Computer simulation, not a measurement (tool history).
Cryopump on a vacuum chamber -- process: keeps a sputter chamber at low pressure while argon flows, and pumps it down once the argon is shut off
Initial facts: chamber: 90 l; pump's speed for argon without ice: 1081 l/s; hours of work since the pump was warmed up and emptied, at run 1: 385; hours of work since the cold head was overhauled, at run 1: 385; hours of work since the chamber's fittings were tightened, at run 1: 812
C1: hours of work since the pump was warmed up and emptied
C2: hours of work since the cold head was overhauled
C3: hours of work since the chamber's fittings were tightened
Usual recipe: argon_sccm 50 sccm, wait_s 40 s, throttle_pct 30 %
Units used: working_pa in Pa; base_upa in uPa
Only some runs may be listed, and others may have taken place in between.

{"run": 1, "hour": 0.0, "argon_sccm": 50, "wait_s": 40, "throttle_pct": 30, "C1": 385, "C2": 385, "C3": 812, "working_pa": 0.2663, "base_upa": 3.38}
{"run": 2, "hour": 42.6, "argon_sccm": 50, "wait_s": 40, "throttle_pct": 25, "C1": 411, "C2": 411, "C3": 838, "working_pa": 0.3204, "base_upa": 3.27}
{"run": 3, "hour": 127.6, "argon_sccm": 48, "wait_s": 40, "throttle_pct": 30, "C1": 461, "C2": 461, "C3": 889, "working_pa": 0.2571, "base_upa": 3.42}
{"run": 4, "hour": 198.7, "argon_sccm": 48, "wait_s": 40, "throttle_pct": 30, "C1": 504, "C2": 504, "C3": 931, "working_pa": 0.2597, "base_upa": 3.35}
{"run": 5, "hour": 278.6, "argon_sccm": 48, "wait_s": 26, "throttle_pct": 30, "C1": 552, "C2": 552, "C3": 979, "working_pa": 0.258, "base_upa": 4.59}
{"run": 6, "hour": 343.3, "argon_sccm": 50, "wait_s": 40, "throttle_pct": 30, "C1": 590, "C2": 590, "C3": 1018, "working_pa": 0.2716, "base_upa": 3.38}
{"run": 7, "hour": 401.1, "argon_sccm": 50, "wait_s": 40, "throttle_pct": 30, "C1": 625, "C2": 625, "C3": 1052, "working_pa": 0.2713, "base_upa": 3.54}
{"run": 8, "hour": 438.6, "argon_sccm": 50, "wait_s": 40, "throttle_pct": 30, "C1": 647, "C2": 647, "C3": 1075, "working_pa": 0.2725, "base_upa": 3.55}
{"run": 9, "hour": 496.6, "argon_sccm": 50, "wait_s": 40, "throttle_pct": 30, "C1": 682, "C2": 682, "C3": 1109, "working_pa": 0.2722, "base_upa": 3.48}
{"run": 10, "hour": 559.5, "argon_sccm": 23, "wait_s": 178, "throttle_pct": 30, "C1": 720, "C2": 720, "C3": 1147, "working_pa": 0.1258, "base_upa": 1.74}
{"run": 11, "hour": 605.4, "argon_sccm": 23, "wait_s": 178, "throttle_pct": 30, "C1": 747, "C2": 747, "C3": 1174, "working_pa": 0.1259, "base_upa": 1.81}
{"run": 12, "hour": 665.2, "argon_sccm": 50, "wait_s": 40, "throttle_pct": 17, "C1": 783, "C2": 783, "C3": 1210, "working_pa": 0.4746, "base_upa": 3.67}
{"run": 13, "hour": 714.2, "argon_sccm": 39, "wait_s": 172, "throttle_pct": 26, "C1": 812, "C2": 812, "C3": 1240, "working_pa": 0.2455, "base_upa": 1.81}
{"run": 14, "hour": 795.4, "argon_sccm": 41, "wait_s": 172, "throttle_pct": 22, "C1": 861, "C2": 861, "C3": 1288, "working_pa": 0.3061, "base_upa": 1.94}
{"run": 15, "hour": 872.3, "argon_sccm": 48, "wait_s": 136, "throttle_pct": 30, "C1": 907, "C2": 907, "C3": 1334, "working_pa": 0.2672, "base_upa": 2.14}
{"run": 16, "hour": 923.9, "argon_sccm": 50, "wait_s": 28, "throttle_pct": 30, "C1": 938, "C2": 938, "C3": 1365, "working_pa": 0.279, "base_upa": 4.87}

Consider 5 possible next runs. They are alternatives, not a sequence: every one starts from the tool as it was left by run 16. What does each give?
{"run": "A", "hour": 1005.8, "argon_sccm": 63, "wait_s": 69, "throttle_pct": 30, "C1": 987, "C2": 987, "C3": 1414, "working_pa": "?", "base_upa": "?"}
{"run": "B", "hour": 1005.8, "argon_sccm": 42, "wait_s": 40, "throttle_pct": 17, "C1": 987, "C2": 987, "C3": 1414, "working_pa": "?", "base_upa": "?"}
{"run": "C", "hour": 1005.8, "argon_sccm": 50, "wait_s": 28, "throttle_pct": 52, "C1": 987, "C2": 987, "C3": 1414, "working_pa": "?", "base_upa": "?"}
{"run": "D", "hour": 1005.8, "argon_sccm": 61, "wait_s": 93, "throttle_pct": 24, "C1": 987, "C2": 987, "C3": 1414, "working_pa": "?", "base_upa": "?"}
{"run": "E", "hour": 1005.8, "argon_sccm": 89, "wait_s": 48, "throttle_pct": 36, "C1": 987, "C2": 987, "C3": 1414, "working_pa": "?", "base_upa": "?"}

run=A working_pa=0.3529 base_upa=2.88
run=B working_pa=0.403 base_upa=3.9
run=C working_pa=0.1683 base_upa=5.04
run=D working_pa=0.4183 base_upa=2.53
run=E working_pa=0.418 base_upa=3.57
Take away the tool's hidden state, keep each run's random variation, and the runs would have read:
run=A working_pa=0.3286 base_upa=1.62
run=B working_pa=0.3868 base_upa=2.64
run=C working_pa=0.1491 base_upa=3.77
run=D working_pa=0.3948 base_upa=1.3
run=E working_pa=0.3838 base_upa=2.3
